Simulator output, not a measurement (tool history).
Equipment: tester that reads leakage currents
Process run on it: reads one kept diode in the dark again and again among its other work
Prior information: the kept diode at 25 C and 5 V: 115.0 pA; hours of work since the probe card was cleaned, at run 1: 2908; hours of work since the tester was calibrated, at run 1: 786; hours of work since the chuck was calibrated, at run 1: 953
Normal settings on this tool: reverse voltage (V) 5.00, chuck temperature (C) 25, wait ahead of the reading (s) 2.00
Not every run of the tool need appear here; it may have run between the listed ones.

run     day  reverse voltage (V)  chuck temperature (C)  wait ahead of the reading (s)  hours of work since the probe card was cleaned  hours of work since the tester was calibrated  hours of work since the chuck was calibrated  current that the tester gives (pA)
  1   0.000                 5.00                     25                           2.00                                            2908                                            786                                           953                              135.14
  2   3.350                 5.00                     25                           2.00                                            2952                                            831                                           998                              135.23
  3   4.821                 5.00                     25                           2.00                                            2972                                            850                                          1017                              136.29
  4   7.862                 5.00                     25                           2.00                                            3012                                            891                                          1058                              136.18
  5  10.558                 5.00                     25                           2.00                                            3048                                            926                                          1093                              136.02
  6  13.746                 5.00                     25                           2.00                                            3091                                            969                                          1136                              138.56
  7  16.192                 5.00                     25                           2.00                                            3123                                           1001                                          1168                              137.52
  8  18.179                 5.00                     25                           2.00                                            3150                                           1028                                          1195                              138.29
  9  21.300                 5.00                     25                           1.02                                            3191                                           1069                                          1236                              139.14
 10  23.846                 5.00                     25                           1.02                                            3225                                           1103                                          1270                              139.30
 11  27.225                 5.00                     38                           2.00                                            3270                                           1148                                          1315                              400.76
 12  29.654                 5.00                     38                           2.00                                            3302                                           1180                                          1347                              402.11
     29.971  -- chuck's temperature calibrated
 13  31.938                 5.00                     25                           2.00                                            3332                                           1210                                            26                              124.93
 14  33.683                 5.00                     25                           2.00                                            3355                                           1233                                            49                              126.03
 15  36.171                14.51                     25                           2.00                                            3388                                           1266                                            82                              247.26
 16  38.975                14.51                     25                           2.00                                            3425                                           1303                                           120                              248.16
 17  41.033                 5.00                     25                           2.00                                            3452                                           1331                                           147                              126.97
 18  43.442                 5.00                     25                           2.00                                            3484                                           1363                                           179                              127.73
 19  44.833                 5.00                     25                           2.00                                            3503                                           1381                                           198                              128.18
 20  47.729                14.02                     25                           2.00                                            3541                                           1420                                           236                              245.67
 21  49.946                14.02                     26                           0.86                                            3571                                           1449                                           266                              267.89
 22  51.942                 9.33                     29                           0.86                                            3598                                           1476                                           292                              262.56
 23  53.883                 2.69                     23                           2.22                                            3623                                           1501                                           318                               74.80
 24  55.438                 2.18                     39                           2.02                                            3644                                           1522                                           339                              245.55
     56.792  -- probe card cleaned and baked
 25  57.742                 2.18                     39                           2.02                                              13                                           1551                                           368                              241.37
 26  59.792                 2.18                     50                           2.02                                              40                                           1578                                           395                              574.79
 27  62.492                14.00                     50                           0.37                                              76                                           1614                                           431                             1695.52
 28  65.638                17.86                     51                           0.92                                             118                                           1656                                           473                             2113.31
 29  67.175                17.86                     51                           0.92                                             138                                           1677                                           493                             2118.31
 30  70.450                17.86                     51                           0.92                                             182                                           1720                                           537                             2110.60
 31  73.025                 5.00                     55                           2.00                                             216                                           1754                                           571                             1368.48
 32  76.179                 1.13                     34                           2.00                                             258                                           1796                                           613                              110.87
 33  78.246                 1.13                     34                           2.00                                             285                                           1824                                           640                              111.42
 34  80.775                 9.48                     22                           8.13                                             319                                           1857                                           674                              135.58
 35  83.600                 1.21                     25                           2.46                                             357                                           1895                                           712                               53.37
 36  85.329                12.04                     52                           6.27                                             380                                           1918                                           735                             1837.31
 37  86.762                 5.00                     26                           2.31                                             399                                           1937                                           754                              134.57
 38  88.933                 5.82                     26                           1.28                                             427                                           1966                                           782                              147.67
 39  91.038                 5.82                     26                           1.28                                             455                                           1994                                           810                              147.59
 40  93.617                 5.82                     26                           3.91                                             490                                           2028                                           845                              148.49

Each row is a separate what-if for the run after 40, all from the same tool condition, not one after another. Results?
  A  96.158                 5.00                     38                           2.00                                             524                                           2062                                           879                                   ?
  B  96.158                 5.00                     25                           2.94                                             524                                           2062                                           879                                   ?
  C  96.158                 5.82                     30                           0.50                                             524                                           2062                                           879                                   ?
  D  96.158                 5.82                     29                           4.10                                             524                                           2062                                           879                                   ?

run  current that the tester gives (pA)
  A                              374.59
  B                              124.70
  C                              212.90
  D                              193.16
Take away the tool's hidden state, keep each run's random variation, and the runs would have read:
run  current that the tester gives (pA)
  A                              352.40
  B                              115.72
  C                              198.90
  D                              180.12

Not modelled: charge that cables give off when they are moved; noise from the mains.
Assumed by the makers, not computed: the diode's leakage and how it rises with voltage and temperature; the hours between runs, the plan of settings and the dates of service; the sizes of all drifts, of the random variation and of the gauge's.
